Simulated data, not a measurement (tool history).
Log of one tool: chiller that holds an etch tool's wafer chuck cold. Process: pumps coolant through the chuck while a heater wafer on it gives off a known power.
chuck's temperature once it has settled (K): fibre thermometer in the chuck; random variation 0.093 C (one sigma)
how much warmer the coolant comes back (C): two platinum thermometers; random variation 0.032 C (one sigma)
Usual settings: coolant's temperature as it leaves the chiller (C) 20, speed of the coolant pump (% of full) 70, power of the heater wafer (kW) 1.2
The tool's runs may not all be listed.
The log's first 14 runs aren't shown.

run,hour,coolant's temperature as it leaves the chiller (C),speed of the coolant pump (% of full),power of the heater wafer (kW),hours since the coolant was changed and the channels were flushed,hours since the pump was overhauled,hours since the chiller's thermometer was calibrated,chuck's temperature once it has settled (K),how much warmer the coolant comes back (C)
15,352.1,20,70,1.2,3688,1036,2737,301.95,3.98
16,381.8,20,70,1.2,3717,1066,2767,301.85,4
17,402.8,16,86,1.2,3738,1087,2788,296.46,3.23
18,429.4,23,67,1.243,3765,1114,2814,305.45,4.31
19,461.2,27,76,1.077,3797,1145,2846,307.37,3.29
20,493.4,20,61,0.869,3829,1178,2878,300.26,3.31
21,512.9,26,89,1.04,3848,1197,2898,305.22,2.69
22,550.2,14,70,1.2,3886,1234,2935,295.95,4.02
23,571.8,14,70,1.169,3907,1256,2957,295.68,3.89
24,590.3,12,70,1.169,3926,1274,2975,293.62,3.89
25,611.2,14,70,1.384,3947,1295,2996,297.23,4.6
26,639.9,14,70,1.384,3975,1324,3025,297.28,4.63
27,671,10,94,1.413,4007,1355,3056,290.98,3.5
28,693.8,12,79,1.477,4029,1378,3079,294.82,4.35

Run 29 comes next. What will it give?
29,723,21,91,1.299,4059,1407,3108,?,?

Run 29 gave chuck's temperature once it has settled (K) 301.59, how much warmer the coolant comes back (C) 3.35.
Without the tool's hidden state the same run would have given chuck's temperature once it has settled (K) 301.39, how much warmer the coolant comes back (C) 3.29.
